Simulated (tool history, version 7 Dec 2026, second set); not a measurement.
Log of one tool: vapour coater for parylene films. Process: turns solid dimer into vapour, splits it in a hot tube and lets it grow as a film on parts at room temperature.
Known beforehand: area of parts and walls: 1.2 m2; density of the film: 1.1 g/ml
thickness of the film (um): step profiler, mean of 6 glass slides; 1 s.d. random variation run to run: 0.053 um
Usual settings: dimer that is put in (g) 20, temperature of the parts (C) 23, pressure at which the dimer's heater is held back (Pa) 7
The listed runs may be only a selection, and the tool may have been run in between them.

| run | hour | dimer that is put in (g) | temperature of the parts (C) | pressure at which the dimer's heater is held back (Pa) | thickness of the film (um) |
|---|---|---|---|---|---|
| 1 | 0 | 20 | 23 | 7 | 8.73 |
| 2 | 27.2 | 20 | 23 | 7 | 8.61 |
| 3 | 56 | 20 | 23 | 7 | 8.71 |
| 4 | 80.4 | 20 | 23 | 7 | 8.71 |
| 5 | 93.9 | 17 | 23 | 7 | 7.39 |
| 6 | 116.6 | 20 | 32 | 7 | 6.39 |
| 7 | 145.8 | 20 | 32 | 7 | 6.45 |
| 8 | 161.3 | 20 | 32 | 7 | 6.47 |
| 9 | 187.5 | 20 | 32 | 7 | 6.49 |
| 10 | 214.5 | 21 | 32 | 4.86 | 7.3 |
| 11 | 242.5 | 21 | 32 | 4.86 | 7.35 |
| 12 | 274.9 | 21 | 32 | 4.86 | 7.21 |
| 13 | 297.4 | 20 | 20 | 7 | 9.59 |
| 14 | 321.8 | 20 | 20 | 7 | 9.58 |
| 15 | 345.1 | 11 | 18 | 7 | 5.7 |
| 16 | 369.6 | 11 | 18 | 3.53 | 6.54 |
| 17 | 394.8 | 35 | 24 | 4.27 | 16.29 |
| 18 | 421 | 31 | 20 | 10.27 | 13.66 |

4 options for the next run, each taken on its own from the tool as it stands now. Forecast them:
| A | 442.4 | 22 | 20 | 6.23 | ? |
| B | 442.4 | 19 | 30 | 7 | ? |
| C | 442.4 | 20 | 23 | 8.46 | ? |
| D | 442.4 | 20 | 23 | 6.74 | ? |

| run | thickness of the film (um) |
|---|---|
| A | 10.93 |
| B | 6.57 |
| C | 8.3 |
| D | 8.73 |
With no hidden state in the tool, these same runs would have given:
| run | thickness of the film (um) |
|---|---|
| A | 10.95 |
| B | 6.59 |
| C | 8.31 |
| D | 8.75 |
